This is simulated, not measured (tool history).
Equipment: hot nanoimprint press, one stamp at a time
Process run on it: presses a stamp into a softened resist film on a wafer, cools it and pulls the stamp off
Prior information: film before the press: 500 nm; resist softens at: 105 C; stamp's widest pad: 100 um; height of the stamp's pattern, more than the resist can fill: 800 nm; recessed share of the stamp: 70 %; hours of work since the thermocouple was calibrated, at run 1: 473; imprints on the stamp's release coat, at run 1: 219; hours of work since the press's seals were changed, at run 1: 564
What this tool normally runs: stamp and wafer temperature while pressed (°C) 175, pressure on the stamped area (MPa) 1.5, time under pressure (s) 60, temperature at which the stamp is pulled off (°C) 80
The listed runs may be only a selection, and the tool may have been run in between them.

| run | hour | stamp and wafer temperature while pressed (°C) | pressure on the stamped area (MPa) | time under pressure (s) | temperature at which the stamp is pulled off (°C) | hours of work since the thermocouple was calibrated | imprints on the stamp's release coat | hours of work since the press's seals were changed | resist left under the stamp's widest pad (Å) | greatest force while the stamp is pulled off (N) |
|---|---|---|---|---|---|---|---|---|---|---|
| 1 | 0 | 175 | 1.5 | 60 | 80 | 473 | 219 | 564 | 2879 | 140 |
| 2 | 18 | 175 | 1.5 | 60 | 80 | 485 | 304 | 576 | 2886 | 146 |
| 3 | 40.4 | 175 | 1.5 | 60 | 80 | 500 | 409 | 590 | 2866 | 147 |
| 4 | 72.3 | 175 | 1.5 | 60 | 80 | 521 | 558 | 611 | 2870 | 156 |
| 5 | 115.1 | 175 | 1.5 | 60 | 68 | 549 | 758 | 639 | 2913 | 200 |
| 6 | 148.5 | 175 | 1.5 | 38 | 68 | 570 | 914 | 661 | 3296 | 217 |
|  | 154.3 | plate thermocouple calibrated |
| 7 | 171.4 | 175 | 1.5 | 60 | 71 | 11 | 1008 | 674 | 2747 | 202 |
| 8 | 207.5 | 175 | 1.5 | 60 | 80 | 35 | 1177 | 697 | 2793 | 179 |
| 9 | 231.4 | 175 | 1.5 | 60 | 80 | 50 | 1289 | 713 | 2782 | 186 |
|  | 252.1 | stamp cleaned and given a new release coat |
| 10 | 272.2 | 175 | 1.5 | 60 | 80 | 73 | 94 | 736 | 2791 | 129 |
| 11 | 293.5 | 183 | 1.5 | 60 | 80 | 87 | 193 | 750 | 2177 | 133 |
| 12 | 323.7 | 183 | 1.5 | 60 | 80 | 107 | 335 | 769 | 2204 | 141 |
| 13 | 367.8 | 175 | 1.5 | 60 | 80 | 136 | 541 | 798 | 2798 | 152 |
| 14 | 389 | 175 | 1.5 | 60 | 80 | 149 | 641 | 812 | 2818 | 154 |
| 15 | 420.7 | 175 | 1.5 | 60 | 80 | 170 | 789 | 833 | 2842 | 165 |
| 16 | 456.2 | 175 | 1.5 | 60 | 80 | 193 | 955 | 856 | 2815 | 169 |
| 17 | 492 | 175 | 1.5 | 31 | 86 | 217 | 1123 | 879 | 3488 | 159 |
| 18 | 536.1 | 175 | 1.5 | 31 | 86 | 246 | 1330 | 908 | 3476 | 171 |
|  | 549.2 | stamp cleaned and given a new release coat |
| 19 | 569 | 175 | 1.1 | 31 | 66 | 263 | 92 | 926 | 3736 | 164 |
| 20 | 596.6 | 175 | 1.1 | 31 | 66 | 281 | 222 | 944 | 3734 | 170 |
| 21 | 635.2 | 172 | 1.51 | 78 | 69 | 306 | 402 | 969 | 2895 | 177 |
| 22 | 678.8 | 175 | 1.05 | 60 | 72 | 335 | 607 | 997 | 3216 | 182 |
| 23 | 706.6 | 166 | 0.91 | 69 | 65 | 353 | 737 | 1016 | 4048 | 207 |
| 24 | 748 | 175 | 1.48 | 60 | 75 | 380 | 931 | 1043 | 2930 | 192 |
| 25 | 777.2 | 175 | 1.5 | 111 | 83 | 399 | 1068 | 1062 | 2330 | 175 |
| 26 | 799.6 | 179 | 1.5 | 60 | 67 | 414 | 1173 | 1076 | 2551 | 235 |
|  | 811.1 | press's hydraulic seals changed and the load cell set to zero |
|  | 854.2 | stamp cleaned and given a new release coat |
| 27 | 857.6 | 179 | 1.5 | 60 | 67 | 443 | 15 | 26 | 2480 | 157 |
| 28 | 882.5 | 185 | 1.5 | 60 | 80 | 459 | 132 | 43 | 2053 | 133 |
| 29 | 910.9 | 185 | 1.5 | 60 | 80 | 477 | 265 | 61 | 2078 | 139 |

Here are 3 independent what-if runs from the current tool condition. What would each one return?
| A | 939.4 | 178 | 1.5 | 60 | 80 | 496 | 399 | 80 | ? | ? |
| B | 939.4 | 175 | 1.5 | 45 | 80 | 496 | 399 | 80 | ? | ? |
| C | 939.4 | 172 | 1.41 | 60 | 76 | 496 | 399 | 80 | ? | ? |

| run | resist left under the stamp's widest pad (Å) | greatest force while the stamp is pulled off (N) |
|---|---|---|
| A | 2597 | 144 |
| B | 3132 | 147 |
| C | 3167 | 157 |
With no hidden state in the tool, these same runs would have given:
| run | resist left under the stamp's widest pad (Å) | greatest force while the stamp is pulled off (N) |
|---|---|---|
| A | 2462 | 121 |
| B | 2987 | 124 |
| C | 3018 | 133 |
